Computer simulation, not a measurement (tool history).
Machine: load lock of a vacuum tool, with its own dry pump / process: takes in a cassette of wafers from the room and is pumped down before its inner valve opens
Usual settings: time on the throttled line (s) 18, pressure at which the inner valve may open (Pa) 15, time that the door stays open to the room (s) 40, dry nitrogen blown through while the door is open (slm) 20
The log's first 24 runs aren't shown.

run	hour	time on the throttled line (s)	pressure at which the inner valve may open (Pa)	time that the door stays open to the room (s)	dry nitrogen blown through while the door is open (slm)	incoming humidity of the room's air, %	time from the closed door until the inner valve may open (s)	rise of the pressure with all valves shut (Pa/min)
25	2286.7	18	16	205	19	42.7	26.0	0.113
26	2390.2	16	26	181	6	44.6	24.1	0.169
27	2464.7	16	26	181	6	44.7	23.7	0.167
28	2540.1	22	15	40	20	43.9	29.8	0.052
29	2613.3	9	19	148	7	46.4	18.0	0.148
30	2736.0	16	18	200	20	44.9	24.4	0.114
31	2854.5	16	18	200	20	46.3	24.1	0.113
32	2948.8	16	25	60	20	45.0	24.3	0.058
33	3070.4	26	11	40	20	45.2	33.7	0.047
34	3191.0	14	26	90	33	45.5	21.8	0.050
35	3274.8	11	10	82	20	46.2	20.6	0.069
36	3346.3	16	15	40	20	48.1	24.5	0.051

Each row is a separate what-if for the run after 36, all from the same tool condition, not one after another. Results?
A	3449.0	16	15	97	26	43.9	?	?
B	3449.0	13	11	25	20	44.9	?	?
C	3449.0	16	15	29	20	44.0	?	?
D	3449.0	16	15	40	7	43.3	?	?

run	time from the closed door until the inner valve may open (s)	rise of the pressure with all valves shut (Pa/min)
A	24.7	0.061
B	22.7	0.034
C	24.8	0.038
D	24.7	0.067
Without the tool's hidden state the same runs would have given:
run	time from the closed door until the inner valve may open (s)	rise of the pressure with all valves shut (Pa/min)
A	24.7	0.061
B	22.7	0.034
C	24.8	0.037
D	24.7	0.067
